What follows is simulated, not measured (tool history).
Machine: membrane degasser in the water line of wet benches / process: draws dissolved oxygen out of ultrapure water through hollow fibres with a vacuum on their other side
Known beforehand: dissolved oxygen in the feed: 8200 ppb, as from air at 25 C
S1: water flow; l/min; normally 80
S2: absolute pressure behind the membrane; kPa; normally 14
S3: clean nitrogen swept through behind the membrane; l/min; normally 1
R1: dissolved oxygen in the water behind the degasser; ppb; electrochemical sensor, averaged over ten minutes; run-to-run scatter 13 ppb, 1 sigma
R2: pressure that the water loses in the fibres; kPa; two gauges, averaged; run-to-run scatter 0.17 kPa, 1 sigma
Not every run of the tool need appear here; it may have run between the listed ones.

run,hour,S1,S2,S3,R1,R2
1,0,80,14,1,1399,27.34
2,58.3,80,14,1,1393.5,27.79
3,118.1,80,14,1,1390.7,27.74
4,159.8,80,14,1,1415,27.55
5,189.2,80,14,1,1396.2,27.54
6,221.9,80,9.1,1,877.7,27.39
7,270.5,80,26.3,1,2493.4,27.51
8,312.9,80,9.3,1,918.1,27.59
9,370.6,80,9.3,1,919.4,27.31
10,434.8,80,9.3,1,894,27.71
11,484.5,80,14,1,1427.5,27.86
12,529,81,14,1,1428.6,27.98
13,576.9,81,20.2,1,2050.9,27.99
14,618.8,81,20.2,1,2037.3,28.08
15,669.4,81,20.2,1,2042,28.18
16,708.2,81,20.2,1,2020.8,27.73
17,766.3,95,11.9,1,1354.1,33.18
18,798.5,115,12.2,1.2,1438.3,40.1
19,843.8,111,14,0.95,1792,38.39
20,910.5,96,15.2,1,1746.3,33.59
# hour 922.2: vacuum gauge calibrated
21,970.9,114,17.3,0.69,2523,39.74
22,1025.8,114,17.3,0.69,2523.4,39.64
23,1084.2,104,23.6,1.24,2374.2,36.08
24,1141,66,20.9,1,1812.7,23
25,1190,66,20.9,1,1830.9,22.9
26,1224.2,85,9.8,2.61,586.8,29.48
27,1269.9,99,11.7,1.9,955,34.1
28,1316.5,107,14,0.79,1879.6,37.22
29,1360.9,70,14,2.5,710.9,24.63
30,1389.8,75,20.4,0.94,1986,26.23
31,1440,55,13.9,0.6,1424.5,19.07
32,1495.5,55,13.9,0.6,1444.9,19.24

Here are 3 independent what-if runs from the current tool condition. What would each one return?
A,1540,69,14,0.69,?,?
B,1540,54,21,2.39,?,?
C,1540,80,23,1,?,?

run,R1,R2
A,1546,24.25
B,858.5,18.7
C,2236.7,28.24
Take away the tool's hidden state, keep each run's random variation, and the runs would have read:
run,R1,R2
A,1540.8,23.72
B,846.2,18.29
C,2229.5,27.63
